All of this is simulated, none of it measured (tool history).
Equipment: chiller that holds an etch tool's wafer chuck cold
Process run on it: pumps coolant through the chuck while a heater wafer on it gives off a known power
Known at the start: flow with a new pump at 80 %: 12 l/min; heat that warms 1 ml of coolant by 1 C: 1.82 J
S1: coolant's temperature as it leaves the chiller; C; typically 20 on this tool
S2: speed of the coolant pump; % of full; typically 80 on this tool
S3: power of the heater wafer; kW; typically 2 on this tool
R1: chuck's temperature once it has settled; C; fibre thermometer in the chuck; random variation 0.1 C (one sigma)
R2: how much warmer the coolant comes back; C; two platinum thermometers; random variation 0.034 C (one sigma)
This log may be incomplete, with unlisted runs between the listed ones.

{"run": 1, "day": 0.0, "S1": 20, "S2": 80, "S3": 2, "R1": 37.8, "R2": 5.7}
{"run": 2, "day": 2.004, "S1": 20, "S2": 79, "S3": 2, "R1": 38.3, "R2": 5.79}
{"run": 3, "day": 4.0, "S1": 20, "S2": 79, "S3": 2.46, "R1": 42.4, "R2": 7.16}
{"run": 4, "day": 5.288, "S1": 20, "S2": 79, "S3": 2.46, "R1": 42.5, "R2": 7.2}
{"run": 5, "day": 6.967, "S1": 20, "S2": 96, "S3": 2, "R1": 35.7, "R2": 4.81}
{"run": 6, "day": 8.258, "S1": 20, "S2": 96, "S3": 2, "R1": 35.4, "R2": 4.84}
{"run": 7, "day": 11.396, "S1": 20, "S2": 69, "S3": 2, "R1": 40.6, "R2": 6.67}
{"run": 8, "day": 13.946, "S1": 20, "S2": 80, "S3": 2, "R1": 38.3, "R2": 5.74}
{"run": 9, "day": 15.65, "S1": 20, "S2": 80, "S3": 2, "R1": 38.2, "R2": 5.78}
{"run": 10, "day": 17.654, "S1": 20, "S2": 80, "S3": 2, "R1": 38.2, "R2": 5.74}
{"day": 18.092, "done": "coolant pump overhauled"}
{"run": 11, "day": 19.65, "S1": 20, "S2": 73, "S3": 2, "R1": 40, "R2": 6.48}
{"run": 12, "day": 21.883, "S1": 20, "S2": 73, "S3": 2, "R1": 40.2, "R2": 6.44}
{"day": 23.138, "done": "coolant pump overhauled, once more"}
{"run": 13, "day": 24.729, "S1": 20, "S2": 73, "S3": 2, "R1": 38.9, "R2": 5.98}
{"run": 14, "day": 26.367, "S1": 20, "S2": 73, "S3": 2, "R1": 39, "R2": 6}
{"run": 15, "day": 28.171, "S1": 20, "S2": 73, "S3": 2, "R1": 39, "R2": 5.99}
{"run": 16, "day": 30.662, "S1": 20, "S2": 85, "S3": 2, "R1": 36.8, "R2": 5.14}
{"run": 17, "day": 32.262, "S1": 20, "S2": 76, "S3": 2, "R1": 38.4, "R2": 5.83}
{"run": 18, "day": 34.192, "S1": 25, "S2": 67, "S3": 1.095, "R1": 36, "R2": 3.55}
{"run": 19, "day": 37.333, "S1": 26, "S2": 63, "S3": 2.042, "R1": 48.2, "R2": 7.08}
{"run": 20, "day": 40.383, "S1": 20, "S2": 64, "S3": 2.653, "R1": 48.5, "R2": 9.12}
{"run": 21, "day": 42.625, "S1": 20, "S2": 97, "S3": 2, "R1": 35.1, "R2": 4.64}
{"run": 22, "day": 44.892, "S1": 20, "S2": 80, "S3": 1.049, "R1": 29.1, "R2": 2.92}
{"run": 23, "day": 47.754, "S1": 19, "S2": 80, "S3": 2.107, "R1": 37.8, "R2": 5.89}
{"run": 24, "day": 49.675, "S1": 14, "S2": 80, "S3": 1.665, "R1": 28.8, "R2": 4.59}
{"run": 25, "day": 51.829, "S1": 14, "S2": 80, "S3": 1.665, "R1": 29.1, "R2": 4.64}
{"run": 26, "day": 54.296, "S1": 11, "S2": 77, "S3": 2, "R1": 29.6, "R2": 5.82}
{"run": 27, "day": 57.4, "S1": 20, "S2": 69, "S3": 2, "R1": 40.5, "R2": 6.44}
{"run": 28, "day": 59.517, "S1": 20, "S2": 69, "S3": 2, "R1": 40.4, "R2": 6.42}
{"run": 29, "day": 62.062, "S1": 21, "S2": 69, "S3": 2, "R1": 41.4, "R2": 6.52}
{"run": 30, "day": 65.133, "S1": 20, "S2": 75, "S3": 1.796, "R1": 37.1, "R2": 5.39}
{"run": 31, "day": 66.525, "S1": 15, "S2": 80, "S3": 2, "R1": 33.2, "R2": 5.58}

Predict each of these 5 candidate next runs independently; none follows another, all start after run 31:
{"run": "A", "day": 69.346, "S1": 20, "S2": 80, "S3": 1.814, "R1": "?", "R2": "?"}
{"run": "B", "day": 69.346, "S1": 15, "S2": 72, "S3": 2, "R1": "?", "R2": "?"}
{"run": "C", "day": 69.346, "S1": 20, "S2": 88, "S3": 2, "R1": "?", "R2": "?"}
{"run": "D", "day": 69.346, "S1": 20, "S2": 90, "S3": 2, "R1": "?", "R2": "?"}
{"run": "E", "day": 69.346, "S1": 20, "S2": 80, "S3": 2.053, "R1": "?", "R2": "?"}

run=A R1=36.4 R2=5.08
run=B R1=34.8 R2=6.25
run=C R1=36.6 R2=5.2
run=D R1=36.6 R2=5.04
run=E R1=38.7 R2=5.78
Stripped of hidden state, with their random variation kept, the same runs would have yielded:
run=A R1=34.9 R2=4.94
run=B R1=32.9 R2=6.08
run=C R1=35.1 R2=5.06
run=D R1=35 R2=4.9
run=E R1=36.9 R2=5.63
